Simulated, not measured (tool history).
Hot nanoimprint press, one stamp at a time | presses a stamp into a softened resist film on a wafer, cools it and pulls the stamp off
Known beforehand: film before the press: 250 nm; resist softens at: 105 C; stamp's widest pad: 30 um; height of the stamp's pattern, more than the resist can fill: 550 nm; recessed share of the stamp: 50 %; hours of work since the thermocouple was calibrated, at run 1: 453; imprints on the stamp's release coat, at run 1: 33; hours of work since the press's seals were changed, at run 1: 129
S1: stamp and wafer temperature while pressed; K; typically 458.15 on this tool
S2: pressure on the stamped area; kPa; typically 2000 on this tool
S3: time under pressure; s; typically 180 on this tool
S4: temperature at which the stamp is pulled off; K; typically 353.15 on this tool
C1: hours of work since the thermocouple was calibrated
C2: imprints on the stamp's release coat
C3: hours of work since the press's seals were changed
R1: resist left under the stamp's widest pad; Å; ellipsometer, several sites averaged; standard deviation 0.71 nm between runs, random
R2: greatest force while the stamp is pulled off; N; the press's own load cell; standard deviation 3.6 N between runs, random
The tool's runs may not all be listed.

{"run": 1, "hour": 0.0, "S1": 458.15, "S2": 2000, "S3": 180, "S4": 353.15, "C1": 453, "C2": 33, "C3": 129, "R1": 1099, "R2": 172}
{"hour": 8.1, "done": "plate thermocouple calibrated"}
{"run": 2, "hour": 9.3, "S1": 458.15, "S2": 2000, "S3": 180, "S4": 353.15, "C1": 1, "C2": 57, "C3": 134, "R1": 1094, "R2": 165}
{"run": 3, "hour": 17.4, "S1": 458.15, "S2": 2000, "S3": 180, "S4": 353.15, "C1": 7, "C2": 88, "C3": 140, "R1": 1095, "R2": 175}
{"run": 4, "hour": 26.5, "S1": 458.15, "S2": 2000, "S3": 180, "S4": 353.15, "C1": 14, "C2": 122, "C3": 146, "R1": 1085, "R2": 177}
{"run": 5, "hour": 37.2, "S1": 458.15, "S2": 2000, "S3": 180, "S4": 353.15, "C1": 22, "C2": 162, "C3": 154, "R1": 1089, "R2": 169}
{"run": 6, "hour": 43.6, "S1": 458.15, "S2": 1730, "S3": 180, "S4": 353.15, "C1": 27, "C2": 187, "C3": 159, "R1": 1165, "R2": 177}
{"run": 7, "hour": 53.1, "S1": 469.15, "S2": 2000, "S3": 180, "S4": 353.15, "C1": 34, "C2": 223, "C3": 166, "R1": 710, "R2": 172}
{"run": 8, "hour": 61.8, "S1": 458.15, "S2": 2000, "S3": 180, "S4": 344.15, "C1": 40, "C2": 256, "C3": 173, "R1": 1099, "R2": 184}
{"run": 9, "hour": 70.0, "S1": 466.15, "S2": 2000, "S3": 180, "S4": 344.15, "C1": 46, "C2": 287, "C3": 179, "R1": 811, "R2": 182}
{"run": 10, "hour": 80.9, "S1": 466.15, "S2": 2000, "S3": 180, "S4": 353.15, "C1": 54, "C2": 328, "C3": 187, "R1": 816, "R2": 166}
{"run": 11, "hour": 90.7, "S1": 469.15, "S2": 2000, "S3": 180, "S4": 353.15, "C1": 62, "C2": 365, "C3": 194, "R1": 722, "R2": 175}
{"run": 12, "hour": 99.7, "S1": 469.15, "S2": 2000, "S3": 180, "S4": 353.15, "C1": 68, "C2": 399, "C3": 201, "R1": 714, "R2": 179}
{"run": 13, "hour": 105.2, "S1": 469.15, "S2": 2000, "S3": 180, "S4": 353.15, "C1": 73, "C2": 420, "C3": 205, "R1": 713, "R2": 167}
{"run": 14, "hour": 111.9, "S1": 463.15, "S2": 2000, "S3": 128, "S4": 347.15, "C1": 78, "C2": 445, "C3": 210, "R1": 1037, "R2": 179}
{"run": 15, "hour": 123.3, "S1": 460.15, "S2": 2000, "S3": 128, "S4": 347.15, "C1": 86, "C2": 488, "C3": 219, "R1": 1145, "R2": 183}
{"run": 16, "hour": 130.6, "S1": 460.15, "S2": 1400, "S3": 128, "S4": 354.15, "C1": 92, "C2": 516, "C3": 224, "R1": 1336, "R2": 172}

The next listed run, before its measurement:
{"run": 17, "hour": 136.9, "S1": 460.15, "S2": 1400, "S3": 128, "S4": 354.15, "C1": 96, "C2": 539, "C3": 229, "R1": "?", "R2": "?"}

{"run 17": {"R1": 1333, "R2": 175}}
Were there no unlogged condition in the tool, this run, its random variation unchanged, would have produced R1 1333 Å, R2 175 N.

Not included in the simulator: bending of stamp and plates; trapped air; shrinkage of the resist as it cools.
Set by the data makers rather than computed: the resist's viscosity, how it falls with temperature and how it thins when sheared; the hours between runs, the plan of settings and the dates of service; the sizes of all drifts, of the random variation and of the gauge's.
